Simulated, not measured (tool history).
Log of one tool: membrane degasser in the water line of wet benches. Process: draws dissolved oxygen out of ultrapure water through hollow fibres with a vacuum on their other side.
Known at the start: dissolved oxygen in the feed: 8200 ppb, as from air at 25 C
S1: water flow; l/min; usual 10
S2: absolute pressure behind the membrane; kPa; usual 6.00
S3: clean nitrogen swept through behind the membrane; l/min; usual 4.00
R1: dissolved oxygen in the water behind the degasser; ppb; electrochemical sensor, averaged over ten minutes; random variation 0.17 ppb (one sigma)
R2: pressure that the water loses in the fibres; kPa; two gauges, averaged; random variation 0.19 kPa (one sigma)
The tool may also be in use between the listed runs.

run 1 hour=0.0 | S1=10 S2=6.00 S3=4.00 | R1=19.5 R2=38.70
run 2 hour=185.2 | S1=10 S2=6.00 S3=4.00 | R1=19.6 R2=38.51
run 3 hour=371.0 | S1=10 S2=6.00 S3=4.00 | R1=19.5 R2=38.22
run 4 hour=516.5 | S1=10 S2=6.00 S3=4.00 | R1=19.8 R2=38.63
run 5 hour=660.5 | S1=10 S2=6.00 S3=4.00 | R1=19.8 R2=38.16
run 6 hour=774.7 | S1=10 S2=6.00 S3=4.00 | R1=20.3 R2=38.07
run 7 hour=942.9 | S1=10 S2=6.00 S3=4.00 | R1=20.3 R2=38.25
run 8 hour=1055.1 | S1=10 S2=6.00 S3=4.00 | R1=20.0 R2=38.26
-- hour=1211.5 vacuum gauge calibrated
run 9 hour=1218.6 | S1=10 S2=6.00 S3=4.00 | R1=19.7 R2=38.44
run 10 hour=1340.7 | S1=10 S2=6.00 S3=4.00 | R1=19.8 R2=38.81
run 11 hour=1520.2 | S1=10 S2=4.05 S3=4.00 | R1=7.9 R2=38.64
run 12 hour=1635.8 | S1=10 S2=4.05 S3=4.00 | R1=7.5 R2=38.59
-- hour=1668.5 vacuum gauge calibrated, once more
run 13 hour=1791.3 | S1=10 S2=4.05 S3=4.00 | R1=8.1 R2=38.57
run 14 hour=1867.3 | S1=10 S2=4.05 S3=4.00 | R1=7.7 R2=38.50
run 15 hour=2016.1 | S1=7 S2=5.20 S3=7.22 | R1=5.7 R2=27.42
run 16 hour=2142.7 | S1=7 S2=5.20 S3=7.22 | R1=5.7 R2=27.22
run 17 hour=2292.0 | S1=7 S2=5.20 S3=7.22 | R1=5.9 R2=26.85
run 18 hour=2457.2 | S1=7 S2=6.00 S3=4.00 | R1=13.2 R2=27.18
run 19 hour=2636.4 | S1=9 S2=4.36 S3=4.00 | R1=8.4 R2=34.83
run 20 hour=2813.8 | S1=9 S2=4.36 S3=4.00 | R1=8.2 R2=35.00
run 21 hour=2911.7 | S1=9 S2=4.36 S3=4.00 | R1=8.7 R2=34.98
run 22 hour=3000.6 | S1=7 S2=7.64 S3=11.44 | R1=7.8 R2=27.23
run 23 hour=3125.1 | S1=9 S2=4.02 S3=1.72 | R1=12.7 R2=34.68
run 24 hour=3285.1 | S1=10 S2=6.00 S3=2.00 | R1=37.5 R2=39.07
run 25 hour=3415.7 | S1=13 S2=7.88 S3=10.20 | R1=20.5 R2=50.43
run 26 hour=3504.1 | S1=9 S2=4.82 S3=8.53 | R1=6.4 R2=34.97

Forecast run 27:
run 27 hour=3594.4 | S1=9 S2=4.70 S3=8.53 | R1=? R2=?

Run 27 gave R1 6.1 ppb, R2 35.20 kPa.
Without the tool's hidden state the same run would have given R1 5.6 ppb, R2 34.25 kPa.
